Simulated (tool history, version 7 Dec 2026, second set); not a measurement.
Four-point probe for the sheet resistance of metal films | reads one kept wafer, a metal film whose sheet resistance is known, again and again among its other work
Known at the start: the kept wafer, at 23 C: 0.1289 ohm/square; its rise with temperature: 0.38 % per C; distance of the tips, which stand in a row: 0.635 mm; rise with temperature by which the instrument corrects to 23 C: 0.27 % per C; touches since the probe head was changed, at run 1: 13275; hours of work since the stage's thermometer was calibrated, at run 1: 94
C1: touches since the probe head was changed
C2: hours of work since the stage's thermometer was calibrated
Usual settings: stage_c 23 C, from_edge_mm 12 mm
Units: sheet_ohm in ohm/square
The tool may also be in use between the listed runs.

run 1 hour=0 | stage_c=23 from_edge_mm=12 | C1=13275 C2=94 | sheet_ohm=0.129591
run 2 hour=9 | stage_c=23 from_edge_mm=12 | C1=13554 C2=98 | sheet_ohm=0.129565
run 3 hour=24.7 | stage_c=23 from_edge_mm=15 | C1=14046 C2=106 | sheet_ohm=0.129464
run 4 hour=38.8 | stage_c=23 from_edge_mm=12 | C1=14485 C2=113 | sheet_ohm=0.129523
run 5 hour=59.4 | stage_c=23 from_edge_mm=6 | C1=15127 C2=123 | sheet_ohm=0.130188
run 6 hour=77 | stage_c=26 from_edge_mm=12 | C1=15677 C2=131 | sheet_ohm=0.130023
run 7 hour=98.4 | stage_c=26 from_edge_mm=12 | C1=16342 C2=142 | sheet_ohm=0.130032
run 8 hour=114.9 | stage_c=26 from_edge_mm=12 | C1=16856 C2=150 | sheet_ohm=0.130041
run 9 hour=131.4 | stage_c=26 from_edge_mm=12 | C1=17371 C2=158 | sheet_ohm=0.129996
run 10 hour=150.4 | stage_c=23 from_edge_mm=12 | C1=17964 C2=167 | sheet_ohm=0.129613
run 11 hour=160 | stage_c=23 from_edge_mm=18 | C1=18263 C2=172 | sheet_ohm=0.129504
run 12 hour=173.7 | stage_c=23 from_edge_mm=18 | C1=18690 C2=179 | sheet_ohm=0.129522
run 13 hour=194 | stage_c=23 from_edge_mm=18 | C1=19322 C2=189 | sheet_ohm=0.129507
run 14 hour=204.8 | stage_c=23 from_edge_mm=12 | C1=19659 C2=194 | sheet_ohm=0.129666
run 15 hour=224.4 | stage_c=23 from_edge_mm=12 | C1=20270 C2=204 | sheet_ohm=0.129599
run 16 hour=236.7 | stage_c=23 from_edge_mm=27 | C1=20654 C2=210 | sheet_ohm=0.129462
run 17 hour=252.2 | stage_c=23 from_edge_mm=27 | C1=21137 C2=217 | sheet_ohm=0.129458
run 18 hour=267.9 | stage_c=23 from_edge_mm=12 | C1=21628 C2=225 | sheet_ohm=0.129683
run 19 hour=287.4 | stage_c=23 from_edge_mm=12 | C1=22234 C2=234 | sheet_ohm=0.129679
run 20 hour=301.7 | stage_c=23 from_edge_mm=12 | C1=22678 C2=241 | sheet_ohm=0.129696
run 21 hour=315 | stage_c=20 from_edge_mm=12 | C1=23094 C2=248 | sheet_ohm=0.129225
run 22 hour=335.9 | stage_c=20 from_edge_mm=12 | C1=23745 C2=258 | sheet_ohm=0.129248
run 23 hour=353.4 | stage_c=20 from_edge_mm=12 | C1=24293 C2=267 | sheet_ohm=0.129228
run 24 hour=367.8 | stage_c=19 from_edge_mm=9 | C1=24740 C2=274 | sheet_ohm=0.129247
run 25 hour=377.9 | stage_c=27 from_edge_mm=13 | C1=25056 C2=279 | sheet_ohm=0.130239
run 26 hour=387.7 | stage_c=28 from_edge_mm=5 | C1=25362 C2=284 | sheet_ohm=0.131356
run 27 hour=406.4 | stage_c=28 from_edge_mm=4 | C1=25943 C2=293 | sheet_ohm=0.13195
run 28 hour=420.2 | stage_c=28 from_edge_mm=4 | C1=26375 C2=300 | sheet_ohm=0.131978
run 29 hour=436 | stage_c=33 from_edge_mm=69 | C1=26868 C2=307 | sheet_ohm=0.130945
run 30 hour=453.3 | stage_c=18 from_edge_mm=3 | C1=27405 C2=316 | sheet_ohm=0.131788
run 31 hour=473.8 | stage_c=18 from_edge_mm=3 | C1=28044 C2=326 | sheet_ohm=0.131799
run 32 hour=485.6 | stage_c=19 from_edge_mm=52 | C1=28413 C2=332 | sheet_ohm=0.128938
run 33 hour=505.3 | stage_c=26 from_edge_mm=48 | C1=29026 C2=341 | sheet_ohm=0.129994
run 34 hour=520.6 | stage_c=23 from_edge_mm=18 | C1=29505 C2=349 | sheet_ohm=0.129607
run 35 hour=532.5 | stage_c=23 from_edge_mm=18 | C1=29875 C2=355 | sheet_ohm=0.129581
run 36 hour=542.7 | stage_c=23 from_edge_mm=18 | C1=30193 C2=360 | sheet_ohm=0.129577
run 37 hour=557.5 | stage_c=23 from_edge_mm=9 | C1=30655 C2=367 | sheet_ohm=0.129902
run 38 hour=578.3 | stage_c=29 from_edge_mm=35 | C1=31304 C2=377 | sheet_ohm=0.130371
run 39 hour=593.1 | stage_c=29 from_edge_mm=35 | C1=31764 C2=384 | sheet_ohm=0.130397

Some steps in sheet_ohm between neighbouring runs. How much of each would the tool show without its hidden state too (settings, what came in, random variation), and how much is left for the hidden state, with any gauge scatter that isn't in both results?
The hidden state here: inner tips' distance over the nominal, %; tips' flats over new ones', %; wafer's true temperature over the reading, C; drift of the gauge itself on sheet_ohm, %.
Run 4 -> 5: from_edge_mm 12 -> 6. sheet_ohm +0.000665 ohm/square: hidden state +0.000009, all else +0.000656.
Run 25 -> 26: stage_c 27 -> 28, from_edge_mm 13 -> 5. sheet_ohm +0.001117 ohm/square: hidden state +0.000008, all else +0.001109.
Run 29 -> 30: stage_c 33 -> 18, from_edge_mm 69 -> 3. sheet_ohm +0.000843 ohm/square: hidden state +0.00001, all else +0.000833.
Run 31 -> 32: stage_c 18 -> 19, from_edge_mm 3 -> 52. sheet_ohm -0.002861 ohm/square: hidden state -0.000009, all else -0.002852.
Run 32 -> 33: stage_c 19 -> 26, from_edge_mm 52 -> 48. sheet_ohm +0.001056 ohm/square: hidden state +0.000011, all else +0.001045.
